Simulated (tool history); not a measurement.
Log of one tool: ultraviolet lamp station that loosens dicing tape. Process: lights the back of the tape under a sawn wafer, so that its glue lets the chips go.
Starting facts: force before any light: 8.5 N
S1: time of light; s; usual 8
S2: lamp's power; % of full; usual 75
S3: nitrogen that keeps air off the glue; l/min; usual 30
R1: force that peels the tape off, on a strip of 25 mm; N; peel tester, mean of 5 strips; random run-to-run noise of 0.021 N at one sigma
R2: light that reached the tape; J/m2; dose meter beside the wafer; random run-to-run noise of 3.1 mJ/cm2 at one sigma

Run 1, day 0: usual settings. Result: R1 1.425 N, R2 3880 J/m2.
Run 2, day 0.825: usual settings. Result: R1 1.371 N, R2 3910 J/m2.
Run 3, day 1.483: usual settings. Result: R1 1.428 N, R2 3860 J/m2.
Run 4, day 2.738: usual settings. Result: R1 1.486 N, R2 3830 J/m2.
Run 5, day 4.208: usual settings. Result: R1 1.459 N, R2 3800 J/m2.
Run 6, day 5.517: usual settings. Result: R1 1.569 N, R2 3790 J/m2.
Run 7, day 6.142: usual settings but S3 42 l/min. Result: R1 1.257 N, R2 3790 J/m2.
Run 8, day 7.279: usual settings but S3 42 l/min. Result: R1 1.295 N, R2 3770 J/m2.
Run 9, day 8.175: usual settings but S2 80 % of full, S3 42 l/min. Result: R1 1.202 N, R2 4000 J/m2.
Run 10, day 9.075: usual settings but S2 80 % of full, S3 42 l/min. Result: R1 1.165 N, R2 3890 J/m2.
Run 11, day 10.288: usual settings but S2 80 % of full, S3 42 l/min. Result: R1 1.214 N, R2 3900 J/m2.
Run 12, day 11.725: usual settings but S2 80 % of full, S3 42 l/min. Result: R1 1.25 N, R2 3880 J/m2.
Run 13, day 12.346: usual settings but S2 80 % of full, S3 42 l/min. Result: R1 1.261 N, R2 3820 J/m2.
Run 14, day 13.388: usual settings but S1 12 s. Result: R1 0.815 N, R2 5370 J/m2.
Run 15, day 14.808: usual settings but S1 12 s. Result: R1 0.831 N, R2 5290 J/m2.
Run 16, day 15.6: usual settings but S1 12 s. Result: R1 0.826 N, R2 5360 J/m2.
Run 17, day 16.642: usual settings but S1 12 s. Result: R1 0.87 N, R2 5300 J/m2.
Run 18, day 17.779: usual settings but S1 12 s. Result: R1 0.847 N, R2 5220 J/m2.
Run 19, day 18.471: usual settings but S1 12 s. Result: R1 0.853 N, R2 5180 J/m2.
Run 20, day 19.762: usual settings but S1 12 s. Result: R1 0.852 N, R2 5120 J/m2.
Run 21, day 21.204: usual settings but S1 12 s. Result: R1 0.888 N, R2 5120 J/m2.
Run 22, day 22.512: usual settings but S2 73 % of full. Result: R1 1.883 N, R2 3280 J/m2.
Run 23, day 23.792: usual settings but S2 73 % of full. Result: R1 1.821 N, R2 3280 J/m2.
Run 24, day 25.029: usual settings but S1 6 s, S2 93 % of full. Result: R1 1.964 N, R2 3060 J/m2.
Run 25, day 26.262: usual settings but S1 6 s, S2 93 % of full. Result: R1 2.028 N, R2 3040 J/m2.
Run 26, day 27.192: usual settings but S2 73 % of full, S3 12 l/min. Result: R1 2.787 N, R2 3140 J/m2.
Run 27, day 28.6: usual settings but S1 5 s, S2 73 % of full, S3 12 l/min. Result: R1 4.214 N, R2 1970 J/m2.
Run 28, day 29.679: usual settings but S1 11 s, S3 16 l/min. Result: R1 1.586 N, R2 4430 J/m2.
Run 29, day 30.288: usual settings but S1 4 s, S2 80 % of full, S3 51 l/min. Result: R1 3.32 N, R2 1700 J/m2.

Estimate the outcome of run 30 from the log above:
At day 30.554: window cleaned of glue's vapour.
Run 30, day 31.042: usual settings but S1 4 s, S2 80 % of full, S3 51 l/min. Result: R1 ?, R2 ?.

Run 30 produced R1 3.139 N, R2 1840 J/m2.
The same run, on a tool lacking any hidden state, would have yielded R1 2.164 N, R2 2560 J/m2.

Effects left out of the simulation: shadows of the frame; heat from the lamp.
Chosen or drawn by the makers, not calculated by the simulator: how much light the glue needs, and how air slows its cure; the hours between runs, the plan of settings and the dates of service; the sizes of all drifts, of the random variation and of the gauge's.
